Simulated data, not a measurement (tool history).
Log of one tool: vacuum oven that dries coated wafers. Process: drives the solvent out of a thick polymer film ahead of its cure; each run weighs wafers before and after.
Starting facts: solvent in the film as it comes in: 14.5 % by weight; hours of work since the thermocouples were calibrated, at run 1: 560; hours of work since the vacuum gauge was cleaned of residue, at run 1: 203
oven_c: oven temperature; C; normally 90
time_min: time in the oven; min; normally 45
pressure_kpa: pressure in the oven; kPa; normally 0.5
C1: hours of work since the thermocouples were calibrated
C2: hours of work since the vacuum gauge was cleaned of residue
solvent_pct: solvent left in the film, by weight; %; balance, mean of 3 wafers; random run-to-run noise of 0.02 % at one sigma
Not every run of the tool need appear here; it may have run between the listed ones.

{"run": 1, "hour": 0.0, "oven_c": 90, "time_min": 45, "pressure_kpa": 0.5, "C1": 560, "C2": 203, "solvent_pct": 1.57}
{"run": 2, "hour": 24.6, "oven_c": 90, "time_min": 45, "pressure_kpa": 0.5, "C1": 572, "C2": 215, "solvent_pct": 1.57}
{"run": 3, "hour": 44.7, "oven_c": 90, "time_min": 45, "pressure_kpa": 0.5, "C1": 582, "C2": 225, "solvent_pct": 1.58}
{"run": 4, "hour": 73.8, "oven_c": 90, "time_min": 45, "pressure_kpa": 0.5, "C1": 596, "C2": 239, "solvent_pct": 1.58}
{"hour": 77.3, "done": "oven's thermocouples calibrated"}
{"run": 5, "hour": 107.0, "oven_c": 90, "time_min": 45, "pressure_kpa": 0.5, "C1": 15, "C2": 254, "solvent_pct": 1.59}
{"run": 6, "hour": 137.7, "oven_c": 90, "time_min": 45, "pressure_kpa": 0.5, "C1": 30, "C2": 269, "solvent_pct": 1.54}
{"hour": 167.7, "done": "oven's thermocouples calibrated, once more"}
{"run": 7, "hour": 169.8, "oven_c": 90, "time_min": 45, "pressure_kpa": 0.5, "C1": 1, "C2": 284, "solvent_pct": 1.59}
{"run": 8, "hour": 196.6, "oven_c": 99, "time_min": 23, "pressure_kpa": 0.988, "C1": 14, "C2": 297, "solvent_pct": 2.7}

Run 9 is up next; what results do you expect?
{"run": 9, "hour": 224.3, "oven_c": 103, "time_min": 78, "pressure_kpa": 0.766, "C1": 28, "C2": 311, "solvent_pct": "?"}

solvent_pct: 0.35 %
The same run, on a tool lacking any hidden state, would have yielded solvent_pct 0.33 %.
